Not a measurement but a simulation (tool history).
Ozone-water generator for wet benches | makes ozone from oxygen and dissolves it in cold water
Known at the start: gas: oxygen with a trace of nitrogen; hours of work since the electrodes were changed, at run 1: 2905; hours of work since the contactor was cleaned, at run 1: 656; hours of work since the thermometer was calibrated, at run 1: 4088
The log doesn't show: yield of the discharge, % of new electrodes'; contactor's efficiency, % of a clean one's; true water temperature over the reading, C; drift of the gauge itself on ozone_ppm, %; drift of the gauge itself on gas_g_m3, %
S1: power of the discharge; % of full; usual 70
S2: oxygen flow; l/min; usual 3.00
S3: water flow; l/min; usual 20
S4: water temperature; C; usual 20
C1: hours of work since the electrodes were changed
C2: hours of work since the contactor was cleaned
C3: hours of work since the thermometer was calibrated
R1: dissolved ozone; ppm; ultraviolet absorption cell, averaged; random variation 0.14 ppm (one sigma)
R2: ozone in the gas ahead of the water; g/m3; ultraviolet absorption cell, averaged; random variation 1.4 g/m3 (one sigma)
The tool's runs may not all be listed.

Run 1, hour 0.0: usual settings; C1 2905; C2 656; C3 4088. Result: R1 15.4 ppm, R2 259.1 g/m3.
Run 2, hour 72.1: usual settings; C1 2967; C2 718; C3 4150. Result: R1 15.3 ppm, R2 256.8 g/m3.
Run 3, hour 161.7: usual settings; C1 3044; C2 795; C3 4226. Result: R1 15.4 ppm, R2 258.6 g/m3.
Run 4, hour 205.3: usual settings; C1 3081; C2 832; C3 4264. Result: R1 15.4 ppm, R2 260.5 g/m3.
Run 5, hour 261.9: usual settings; C1 3130; C2 881; C3 4312. Result: R1 15.3 ppm, R2 259.9 g/m3.
Run 6, hour 351.5: usual settings but S3 14 l/min; C1 3207; C2 957; C3 4389. Result: R1 22.5 ppm, R2 255.5 g/m3.
Run 7, hour 418.1: usual settings but S4 13 C; C1 3264; C2 1014; C3 4446. Result: R1 16.6 ppm, R2 256.0 g/m3.
Run 8, hour 496.3: usual settings but S4 13 C; C1 3331; C2 1081; C3 4513. Result: R1 16.3 ppm, R2 257.1 g/m3.
Run 9, hour 541.6: usual settings but S4 13 C; C1 3369; C2 1120; C3 4552. Result: R1 16.6 ppm, R2 256.7 g/m3.
Run 10, hour 638.6: usual settings but S4 13 C; C1 3453; C2 1203; C3 4635. Result: R1 16.4 ppm, R2 257.8 g/m3.
Run 11, hour 709.8: usual settings but S4 13 C; C1 3513; C2 1264; C3 4696. Result: R1 16.3 ppm, R2 256.3 g/m3.
Run 12, hour 761.0: usual settings but S4 13 C; C1 3557; C2 1308; C3 4740. Result: R1 16.5 ppm, R2 256.1 g/m3.
Run 13, hour 806.5: usual settings but S1 54 % of full, S2 2.98 l/min, S4 13 C; C1 3596; C2 1347; C3 4779. Result: R1 14.0 ppm, R2 223.8 g/m3.
At hour 835.4: water thermometer calibrated.
Run 14, hour 878.2: usual settings but S1 51 % of full, S2 3.58 l/min, S3 13 l/min, S4 16 C; C1 3657; C2 1408; C3 37. Result: R1 21.6 ppm, R2 197.9 g/m3.
Run 15, hour 945.7: usual settings but S1 51 % of full, S2 2.89 l/min, S3 24 l/min; C1 3715; C2 1466; C3 94. Result: R1 10.1 ppm, R2 218.6 g/m3.
Run 16, hour 1013.5: usual settings but S1 51 % of full, S2 2.89 l/min, S3 24 l/min; C1 3773; C2 1524; C3 153. Result: R1 10.2 ppm, R2 216.2 g/m3.
Run 17, hour 1089.1: usual settings but S2 1.70 l/min, S3 16 l/min, S4 26 C; C1 3838; C2 1589; C3 217. Result: R1 16.1 ppm, R2 327.6 g/m3.
Run 18, hour 1173.9: usual settings but S1 62 % of full, S2 2.99 l/min, S3 16 l/min, S4 12 C; C1 3911; C2 1662; C3 290. Result: R1 20.0 ppm, R2 239.0 g/m3.
Run 19, hour 1225.8: usual settings but S1 65 % of full, S2 2.99 l/min, S3 16 l/min, S4 19 C; C1 3955; C2 1706; C3 334. Result: R1 18.7 ppm, R2 248.0 g/m3.
Run 20, hour 1283.8: usual settings but S1 62 % of full, S4 17 C; C1 4005; C2 1756; C3 384. Result: R1 14.5 ppm, R2 241.2 g/m3.
Run 21, hour 1363.6: usual settings but S1 52 % of full; C1 4073; C2 1824; C3 452. Result: R1 13.0 ppm, R2 216.8 g/m3.
Run 22, hour 1446.2: usual settings but S3 15 l/min; C1 4144; C2 1895; C3 523. Result: R1 20.9 ppm, R2 259.4 g/m3.

3 ways to go on from here, each from the tool as it stands after run 22. What would each give?
Run A, hour 1540.7: usual settings but S2 2.46 l/min, S3 15 l/min; C1 4225; C2 1976; C3 604. Result: R1 ?, R2 ?.
Run B, hour 1540.7: usual settings but S1 41 % of full, S2 4.23 l/min, S3 15 l/min, S4 19 C; C1 4225; C2 1976; C3 604. Result: R1 ?, R2 ?.
Run C, hour 1540.7: usual settings but S1 71 % of full, S3 15 l/min, S4 23 C; C1 4225; C2 1976; C3 604. Result: R1 ?, R2 ?.

run    R1     R2
  A  19.9  276.4
  B  16.4  163.0
  C  19.8  259.7
Without the tool's hidden state the same runs would have given:
run    R1     R2
  A  20.0  276.9
  B  16.5  163.2
  C  19.8  260.1

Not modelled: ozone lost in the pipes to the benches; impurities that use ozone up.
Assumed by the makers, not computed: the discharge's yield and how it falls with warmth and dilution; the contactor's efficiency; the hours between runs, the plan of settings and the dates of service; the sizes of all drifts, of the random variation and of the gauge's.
